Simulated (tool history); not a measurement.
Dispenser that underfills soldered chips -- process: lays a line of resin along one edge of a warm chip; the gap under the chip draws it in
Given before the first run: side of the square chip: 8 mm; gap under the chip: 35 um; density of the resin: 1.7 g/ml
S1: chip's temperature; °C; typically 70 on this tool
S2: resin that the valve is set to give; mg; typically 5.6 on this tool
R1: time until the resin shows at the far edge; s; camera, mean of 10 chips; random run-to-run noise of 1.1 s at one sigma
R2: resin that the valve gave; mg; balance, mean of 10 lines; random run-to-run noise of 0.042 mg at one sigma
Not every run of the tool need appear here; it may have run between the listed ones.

| run | day | S1 | S2 | R1 | R2 |
|---|---|---|---|---|---|
| 1 | 0 | 70 | 5.6 | 172.3 | 5.49 |
|  | 0.083 | new syringe of resin |
| 2 | 0.404 | 73 | 5.6 | 140.1 | 5.48 |
|  | 0.508 | new syringe of resin |
| 3 | 0.862 | 73 | 5.6 | 148.6 | 5.42 |
|  | 0.938 | new syringe of resin |
| 4 | 1.112 | 74 | 5.6 | 110.9 | 5.4 |
|  | 1.396 | new syringe of resin |
| 5 | 1.638 | 74 | 5.6 | 122.6 | 5.39 |
|  | 1.825 | new syringe of resin |
| 6 | 2.162 | 70 | 5.6 | 169.8 | 5.38 |
|  | 2.246 | new syringe of resin |
|  | 2.433 | dispensing valve cleaned and set on the balance |
| 7 | 2.538 | 73 | 5.6 | 125.9 | 5.5 |
|  | 2.704 | new syringe of resin |
| 8 | 2.946 | 61 | 5.6 | 240.1 | 5.51 |
|  | 3.125 | new syringe of resin |
| 9 | 3.467 | 61 | 5.6 | 268.5 | 5.47 |
|  | 3.562 | new syringe of resin |
| 10 | 3.75 | 70 | 5.6 | 139 | 5.62 |
|  | 3.983 | new syringe of resin |
| 11 | 4.229 | 70 | 7.08 | 147.2 | 6.98 |
|  | 4.421 | new syringe of resin |
| 12 | 4.612 | 70 | 7.08 | 135.5 | 6.88 |
|  | 4.838 | new syringe of resin |
| 13 | 4.854 | 70 | 7.08 | 109.4 | 6.93 |
| 14 | 5.175 | 70 | 7.08 | 168.6 | 6.83 |
|  | 5.267 | new syringe of resin |
| 15 | 5.475 | 70 | 7.08 | 141.3 | 6.98 |
|  | 5.683 | new syringe of resin |
| 16 | 5.833 | 67 | 7.03 | 151.5 | 6.83 |
|  | 6.117 | new syringe of resin |
| 17 | 6.242 | 57 | 6.13 | 248.3 | 5.98 |
|  | 6.542 | new syringe of resin |
| 18 | 6.771 | 63 | 5.18 | 219.3 | 4.98 |
|  | 7 | new syringe of resin |
| 19 | 7.196 | 63 | 5.18 | 208.5 | 4.95 |
|  | 7.442 | new syringe of resin |
| 20 | 7.725 | 63 | 5.18 | 236 | 4.94 |
|  | 7.871 | new syringe of resin |
| 21 | 7.992 | 66 | 4.82 | 167.2 | 4.66 |
|  | 8.233 | dispensing valve cleaned and set on the balance |
|  | 8.354 | new syringe of resin |
| 22 | 8.375 | 73 | 5.79 | 96.8 | 5.78 |
| 23 | 8.642 | 73 | 5.79 | 138.3 | 5.8 |
|  | 8.783 | new syringe of resin |
| 24 | 8.958 | 63 | 6.83 | 190.3 | 6.82 |
|  | 9.217 | new syringe of resin |
| 25 | 9.479 | 75 | 6.87 | 118.4 | 6.77 |
|  | 9.646 | new syringe of resin |
| 26 | 9.708 | 62 | 6.51 | 179.3 | 6.46 |
|  | 10.062 | new syringe of resin |
| 27 | 10.229 | 62 | 6.51 | 203.3 | 6.39 |
| 28 | 10.446 | 63 | 6.77 | 255.5 | 6.69 |
|  | 10.504 | new syringe of resin |
| 29 | 10.758 | 70 | 6.94 | 151.3 | 6.86 |

Consider 3 possible next runs. They are alternatives, not a sequence: every one starts from the tool as it was left by run 29. What does each give?
|  | 10.921 | new syringe of resin |
| A | 11.096 | 55 | 6.42 | ? | ? |
|  | 10.921 | new syringe of resin |
| B | 11.096 | 70 | 6.91 | ? | ? |
|  | 10.921 | new syringe of resin |
| C | 11.096 | 70 | 6.25 | ? | ? |

| run | R1 | R2 |
|---|---|---|
| A | 298.1 | 6.3 |
| B | 137 | 6.67 |
| C | 132.8 | 6.16 |
With the hidden condition removed and each run's random variation left untouched, the same runs would have given:
| run | R1 | R2 |
|---|---|---|
| A | 216.6 | 6.42 |
| B | 100.3 | 6.8 |
| C | 97.1 | 6.27 |

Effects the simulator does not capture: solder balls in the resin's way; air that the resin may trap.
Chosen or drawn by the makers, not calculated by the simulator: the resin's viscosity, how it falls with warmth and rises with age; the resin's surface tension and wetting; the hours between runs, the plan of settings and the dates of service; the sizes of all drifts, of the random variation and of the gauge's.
